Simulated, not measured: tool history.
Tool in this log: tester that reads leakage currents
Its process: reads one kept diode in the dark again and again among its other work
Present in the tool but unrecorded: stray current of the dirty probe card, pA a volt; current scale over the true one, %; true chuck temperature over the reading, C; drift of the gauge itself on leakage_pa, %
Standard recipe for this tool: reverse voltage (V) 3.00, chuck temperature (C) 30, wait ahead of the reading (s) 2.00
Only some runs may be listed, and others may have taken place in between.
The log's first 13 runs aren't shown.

run    hour  reverse voltage (V)  chuck temperature (C)  wait ahead of the reading (s)  hours of work since the probe card was cleaned  hours of work since the tester was calibrated  hours of work since the chuck was calibrated  current that the tester gives (pA)
 14  1757.4                 3.00                     30                           2.00                                            2067                                           5264                                           352                              156.23
 15  1954.1                 3.00                     36                           2.00                                            2216                                           5414                                           501                              236.76
     1969.6  -- probe card cleaned and baked
 16  2046.8                 3.00                     36                           2.00                                              59                                           5482                                           570                              230.71
 17  2181.5                 3.00                     36                           2.00                                             161                                           5584                                           672                              231.68
 18  2346.8                11.50                     37                           0.38                                             287                                           5710                                           797                              415.57
     2367.4  -- tester calibrated
 19  2548.0                 4.02                     26                           0.39                                             438                                            137                                           949                              134.72
 20  2714.4                 4.02                     26                           0.39                                             564                                            264                                          1075                              136.17
     2768.7  -- chuck's temperature calibrated
 21  2802.9                 4.02                     26                           0.39                                             630                                            329                                            26                              127.28
 22  2965.2                 4.02                     26                           0.72                                             753                                            453                                           149                              127.11
 23  3118.7                 3.00                     56                           7.75                                             870                                            569                                           266                              841.86
 24  3280.0                 3.00                     30                           1.77                                             992                                            692                                           388                              153.90
 25  3379.8                 4.44                     31                           3.34                                            1068                                            768                                           464                              192.43
 26  3538.0                 4.44                     31                           3.34                                            1188                                            888                                           584                              194.15
 27  3656.9                 5.33                     32                           2.88                                            1279                                            978                                           675                              225.62
 28  3758.6                 5.33                     29                           0.68                                            1356                                           1055                                           752                              187.67
 29  3853.0                 3.00                     38                           2.00                                            1428                                           1127                                           824                              277.02
 30  4023.3                 3.72                     52                           7.89                                            1557                                           1256                                           953                              738.63
 31  4160.6                 6.26                     30                           2.00                                            1661                                           1361                                          1057                              217.61
     4237.9  -- chuck's temperature calibrated
 32  4327.4                 5.57                     53                           5.52                                            1787                                           1486                                            68                              863.14
 33  4473.6                 1.76                     22                           0.61                                            1898                                           1597                                           179                               72.05
 34  4632.3                 1.76                     22                           0.61                                            2018                                           1718                                           300                               72.78

Each row is a separate what-if for the run after 34, all from the same tool condition, not one after another. Results?
  A  4717.6                 1.87                     22                           1.19                                            2083                                           1782                                           364                                   ?
  B  4717.6                 1.76                     22                           0.73                                            2083                                           1782                                           364                                   ?
  C  4717.6                 6.16                     56                           0.52                                            2083                                           1782                                           364                                   ?
  D  4717.6                 1.65                     27                           1.65                                            2083                                           1782                                           364                                   ?

run  current that the tester gives (pA)
  A                               74.73
  B                               72.92
  C                             1097.40
  D                              101.01
With the hidden condition removed and each run's random variation left untouched, the same runs would have given:
run  current that the tester gives (pA)
  A                               68.45
  B                               66.98
  C                             1064.53
  D                               94.84

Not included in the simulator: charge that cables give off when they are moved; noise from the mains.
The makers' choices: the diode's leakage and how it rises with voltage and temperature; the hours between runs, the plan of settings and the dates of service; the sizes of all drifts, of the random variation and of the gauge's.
